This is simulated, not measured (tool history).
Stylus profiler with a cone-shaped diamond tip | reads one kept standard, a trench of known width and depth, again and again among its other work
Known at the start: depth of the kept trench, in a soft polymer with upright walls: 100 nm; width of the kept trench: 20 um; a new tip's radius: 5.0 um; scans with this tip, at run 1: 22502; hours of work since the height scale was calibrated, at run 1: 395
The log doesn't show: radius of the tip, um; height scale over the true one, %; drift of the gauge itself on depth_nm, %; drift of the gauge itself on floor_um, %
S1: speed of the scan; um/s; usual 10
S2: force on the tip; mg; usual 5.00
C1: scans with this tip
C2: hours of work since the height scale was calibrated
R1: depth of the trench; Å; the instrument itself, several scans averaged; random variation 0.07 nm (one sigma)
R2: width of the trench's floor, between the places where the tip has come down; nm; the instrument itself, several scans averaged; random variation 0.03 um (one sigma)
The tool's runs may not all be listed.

run 1 hour=0.0 | S1=10 S2=5.00 | C1=22502 C2=395 | R1=1008.8 R2=17650
run 2 hour=80.1 | S1=10 S2=5.00 | C1=23011 C2=453 | R1=1008.1 R2=17680
run 3 hour=127.4 | S1=10 S2=1.79 | C1=23312 C2=487 | R1=1003.2 R2=17600
run 4 hour=203.4 | S1=10 S2=5.00 | C1=23795 C2=542 | R1=1008.3 R2=17600
run 5 hour=248.6 | S1=10 S2=5.00 | C1=24083 C2=575 | R1=1007.5 R2=17600
run 6 hour=353.4 | S1=31 S2=5.00 | C1=24749 C2=651 | R1=1007.3 R2=17530
run 7 hour=419.0 | S1=10 S2=5.00 | C1=25167 C2=698 | R1=1008.1 R2=17600
run 8 hour=525.5 | S1=10 S2=5.00 | C1=25844 C2=775 | R1=1005.2 R2=17580
run 9 hour=601.8 | S1=10 S2=5.00 | C1=26329 C2=830 | R1=1007.8 R2=17550
run 10 hour=648.8 | S1=10 S2=5.00 | C1=26628 C2=864 | R1=1007.3 R2=17580
run 11 hour=738.2 | S1=10 S2=5.00 | C1=27196 C2=929 | R1=1006.8 R2=17540
run 12 hour=811.9 | S1=10 S2=5.00 | C1=27665 C2=982 | R1=1007.7 R2=17530
run 13 hour=904.6 | S1=10 S2=5.00 | C1=28255 C2=1049 | R1=1006.4 R2=17510
run 14 hour=998.6 | S1=10 S2=5.00 | C1=28852 C2=1117 | R1=1006.3 R2=17570
run 15 hour=1100.5 | S1=10 S2=5.00 | C1=29501 C2=1190 | R1=1005.8 R2=17490
run 16 hour=1177.5 | S1=13 S2=5.00 | C1=29990 C2=1246 | R1=1004.8 R2=17520
run 17 hour=1281.9 | S1=13 S2=5.00 | C1=30654 C2=1321 | R1=1005.8 R2=17470
run 18 hour=1383.6 | S1=13 S2=5.00 | C1=31301 C2=1395 | R1=1004.6 R2=17470
run 19 hour=1452.5 | S1=13 S2=8.05 | C1=31739 C2=1445 | R1=1009.2 R2=17500
run 20 hour=1521.1 | S1=6 S2=4.19 | C1=32175 C2=1494 | R1=1002.1 R2=17500
run 21 hour=1627.6 | S1=6 S2=3.69 | C1=32852 C2=1571 | R1=1002.4 R2=17440
run 22 hour=1682.0 | S1=24 S2=13.93 | C1=33198 C2=1610 | R1=1013.7 R2=17490
run 23 hour=1756.1 | S1=24 S2=13.93 | C1=33670 C2=1664 | R1=1012.6 R2=17440
run 24 hour=1862.0 | S1=14 S2=3.41 | C1=34343 C2=1741 | R1=1000.0 R2=17480
run 25 hour=1948.9 | S1=14 S2=3.41 | C1=34896 C2=1803 | R1=999.3 R2=17460
run 26 hour=2028.0 | S1=14 S2=3.41 | C1=35399 C2=1860 | R1=999.5 R2=17410
run 27 hour=2087.0 | S1=38 S2=3.19 | C1=35774 C2=1903 | R1=998.7 R2=17310
run 28 hour=2182.7 | S1=38 S2=3.19 | C1=36383 C2=1972 | R1=999.4 R2=17370
run 29 hour=2283.0 | S1=38 S2=3.19 | C1=37020 C2=2045 | R1=999.1 R2=17430
-- hour=2344.8 height scale calibrated on a step standard
run 30 hour=2370.6 | S1=30 S2=6.60 | C1=37574 C2=19 | R1=1013.6 R2=17360
run 31 hour=2454.6 | S1=28 S2=5.00 | C1=38108 C2=79 | R1=1010.2 R2=17430
run 32 hour=2546.6 | S1=28 S2=5.00 | C1=38694 C2=146 | R1=1012.1 R2=17390
run 33 hour=2621.6 | S1=28 S2=5.00 | C1=39171 C2=200 | R1=1010.3 R2=17340
run 34 hour=2722.9 | S1=31 S2=2.07 | C1=39815 C2=273 | R1=1005.2 R2=17340
-- hour=2741.1 new tip fitted, height scale calibrated
run 35 hour=2803.9 | S1=10 S2=3.08 | C1=399 C2=45 | R1=1007.4 R2=18000

Some steps in R1 between neighbouring runs. How much of each would the tool show without its hidden state too (settings, what came in, random variation), and how much is left for the hidden state, with any gauge scatter that isn't in both results?
Run 17 -> 18: no setting changed, nothing entered. R1 -1.2 Å: hidden state -0.5, all else -0.7.
Run 21 -> 22: S1 6 -> 24, S2 3.69 -> 13.93. R1 +11.3 Å: hidden state -0.3, all else +11.6.
Run 23 -> 24: S1 24 -> 14, S2 13.93 -> 3.41. R1 -12.6 Å: hidden state -0.3, all else -12.3.
Run 29 -> 30: S1 38 -> 30, S2 3.19 -> 6.60, height scale calibrated on a step standard. R1 +14.5 Å: hidden state +9.4, all else +5.1.
Run 34 -> 35: S1 31 -> 10, S2 2.07 -> 3.08, new tip fitted, height scale calibrated. R1 +2.2 Å: hidden state +0.5, all else +1.7.
